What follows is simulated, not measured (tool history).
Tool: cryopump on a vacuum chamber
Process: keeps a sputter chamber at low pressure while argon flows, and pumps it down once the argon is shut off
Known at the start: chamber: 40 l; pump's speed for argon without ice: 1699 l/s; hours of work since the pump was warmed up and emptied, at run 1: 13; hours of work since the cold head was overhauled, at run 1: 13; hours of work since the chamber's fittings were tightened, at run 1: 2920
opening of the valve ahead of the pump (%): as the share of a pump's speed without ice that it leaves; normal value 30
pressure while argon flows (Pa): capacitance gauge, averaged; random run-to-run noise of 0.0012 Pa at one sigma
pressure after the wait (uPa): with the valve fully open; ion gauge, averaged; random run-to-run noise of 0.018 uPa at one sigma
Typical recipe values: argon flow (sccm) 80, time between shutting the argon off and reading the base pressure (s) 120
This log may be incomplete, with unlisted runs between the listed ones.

run     day  argon flow (sccm)  time between shutting the argon off and reading the base pressure (s)  opening of the valve ahead of the pump (%)  hours of work since the pump was warmed up and emptied  hours of work since the cold head was overhauled  hours of work since the chamber's fittings were tightened  pressure while argon flows (Pa)  pressure after the wait (uPa)
  1   0.000                 80                                                                    120                                          30                                                      13                                                13                                                       2920                           0.2674                           0.54
  2   1.183                122                                                                    120                                          30                                                      29                                                29                                                       2936                           0.4080                           0.54
  3   1.817                122                                                                     62                                          30                                                      38                                                38                                                       2945                           0.4046                           0.72
  4   2.629                 80                                                                     69                                          30                                                      49                                                49                                                       2957                           0.2659                           0.71
  5   3.562                 80                                                                     69                                          30                                                      62                                                62                                                       2970                           0.2698                           0.72
  6   4.567                 80                                                                     69                                          30                                                      76                                                76                                                       2984                           0.2698                           0.68
  7   5.221                 80                                                                     69                                          30                                                      85                                                85                                                       2993                           0.2663                           0.68
  8   5.875                 80                                                                    261                                          30                                                      95                                                95                                                       3002                           0.2705                           0.44
  9   6.588                 80                                                                    261                                          30                                                     105                                               105                                                       3012                           0.2672                           0.45
 10   7.721                 80                                                                    261                                          30                                                     120                                               120                                                       3028                           0.2695                           0.46
 11   8.612                 80                                                                    120                                          51                                                     133                                               133                                                       3040                           0.1623                           0.55
 12   9.821                 80                                                                    120                                          30                                                     150                                               150                                                       3057                           0.2685                           0.56
 13  11.283                 60                                                                    120                                          30                                                     170                                               170                                                       3078                           0.2026                           0.58
 14  12.804                 60                                                                    120                                          30                                                     192                                               192                                                       3099                           0.2041                           0.57
 15  13.483                 80                                                                    120                                          30                                                     201                                               201                                                       3108                           0.2727                           0.57
 16  14.612                 80                                                                    120                                          30                                                     217                                               217                                                       3124                           0.2710                           0.52
 17  15.975                 80                                                                    120                                          30                                                     236                                               236                                                       3143                           0.2734                           0.56
 18  17.292                 32                                                                     33                                          30                                                     254                                               254                                                       3162                           0.1088                           1.11
 19  18.667                110                                                                     63                                          27                                                     273                                               273                                                       3181                           0.4182                           0.74
 20  19.992                 90                                                                     38                                          55                                                     292                                               292                                                       3199                           0.1739                           1.03
 21  21.342                 32                                                                     34                                          22                                                     311                                               311                                                       3218                           0.1501                           1.13
 22  22.629                140                                                                     33                                          48                                                     329                                               329                                                       3236                           0.3106                           1.12
 23  23.392                140                                                                     33                                          48                                                     339                                               339                                                       3247                           0.3122                           1.12
 24  24.688                114                                                                     31                                          30                                                     358                                               358                                                       3265                           0.3956                           1.23
 25  25.829                 56                                                                     24                                          30                                                     374                                               374                                                       3281                           0.1953                           1.44
 26  26.958                 56                                                                     24                                          30                                                     389                                               389                                                       3297                           0.1948                           1.45
 27  27.883                 56                                                                     24                                          30                                                     402                                               402                                                       3310                           0.1957                           1.44
 28  28.862                 62                                                                    120                                          18                                                     416                                               416                                                       3323                           0.3539                           0.61
 29  30.267                 80                                                                    120                                          16                                                     436                                               436                                                       3343                           0.5140                           0.64
 30  31.621                144                                                                    120                                          16                                                     454                                               454                                                       3362                           0.9238                           0.62
 31  32.888                144                                                                    120                                          16                                                     472                                               472                                                       3379                           0.9286                           0.61
 32  33.667                 79                                                                     54                                          25                                                     483                                               483                                                       3390                           0.3335                           0.91
 33  34.679                 80                                                                    290                                          20                                                     497                                               497                                                       3405                           0.4188                           0.51
 34  35.425                 80                                                                    290                                          20                                                     508                                               508                                                       3415                           0.4164                           0.54

Measured less the same run without the tool's hidden state. The same run-to-run variation is in both; the gauge's scatter may not be:
What the log doesn't record here: pump's speed, % of a pump's without ice; cold plate's temperature, K; leak into the chamber, uPa l/s; drift of the gauge itself on working_pa, %; drift of the gauge itself on base_upa, %.
run  pressure while argon flows (Pa)  pressure after the wait (uPa)
  1                          +0.0007                          +0.16
  2                          +0.0018                          +0.16
  3                          +0.0023                          +0.16
  4                          +0.0018                          +0.17
  5                          +0.0023                          +0.17
  6                          +0.0027                          +0.17
  7                          +0.0030                          +0.17
  8                          +0.0033                          +0.17
  9                          +0.0036                          +0.17
 10                          +0.0041                          +0.18
 11                          +0.0045                          +0.18
 12                          +0.0050                          +0.18
 13                          +0.0044                          +0.18
 14                          +0.0049                          +0.20
 15                          +0.0070                          +0.20
 16                          +0.0073                          +0.19
 17                          +0.0081                          +0.20
 18                          +0.0035                          +0.20
 19                          +0.0130                          +0.21
 20                          +0.0114                          +0.21
 21                          +0.0043                          +0.22
 22                          +0.0202                          +0.22
 23                          +0.0210                          +0.22
 24                          +0.0179                          +0.23
 25                          +0.0092                          +0.24
 26                          +0.0096                          +0.24
 27                          +0.0099                          +0.24
 28                          +0.0114                          +0.24
 29                          +0.0156                          +0.24
 30                          +0.0294                          +0.25
 31                          +0.0309                          +0.26
 32                          +0.0175                          +0.26
 33                          +0.0184                          +0.27
 34                          +0.0187                          +0.26
